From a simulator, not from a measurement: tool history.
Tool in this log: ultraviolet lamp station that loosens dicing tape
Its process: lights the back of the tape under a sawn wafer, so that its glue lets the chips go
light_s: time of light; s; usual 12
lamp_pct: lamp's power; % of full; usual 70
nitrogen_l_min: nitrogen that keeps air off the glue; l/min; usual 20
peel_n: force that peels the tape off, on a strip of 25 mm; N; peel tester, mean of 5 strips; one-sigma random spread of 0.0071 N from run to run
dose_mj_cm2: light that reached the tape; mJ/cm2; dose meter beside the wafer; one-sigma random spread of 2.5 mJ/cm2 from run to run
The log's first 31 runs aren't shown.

run,hour,light_s,lamp_pct,nitrogen_l_min,peel_n,dose_mj_cm2
32,1675.3,6,70,20,0.878,127
33,1739,6,80,6,1.159,145
34,1777.3,24,91,6,0.181,652
# hour 1790.5: window cleaned of glue's vapour
35,1851.3,11,71,6,0.577,251
36,1914.2,11,71,6,0.566,249
37,1978,16,91,6,0.233,449
38,2033.3,8,67,6,0.989,165
39,2078.4,7,86,20,0.528,180
40,2113.6,7,86,20,0.534,180
41,2145.2,12,70,13,0.401,248
42,2180.3,13,70,20,0.288,273

Here are 5 independent what-if runs from the current tool condition. What would each one return?
A,2216,12,95,20,?,?
B,2216,13,76,10,?,?
C,2216,11,70,20,?,?
D,2216,14,67,12,?,?
E,2216,9,61,16,?,?

run,peel_n,dose_mj_cm2
A,0.221,336
B,0.347,286
C,0.38,230
D,0.333,278
E,0.685,159
What these runs would have given with no unlogged condition in the tool:
run,peel_n,dose_mj_cm2
A,0.188,414
B,0.259,354
C,0.279,283
D,0.243,343
E,0.5,197

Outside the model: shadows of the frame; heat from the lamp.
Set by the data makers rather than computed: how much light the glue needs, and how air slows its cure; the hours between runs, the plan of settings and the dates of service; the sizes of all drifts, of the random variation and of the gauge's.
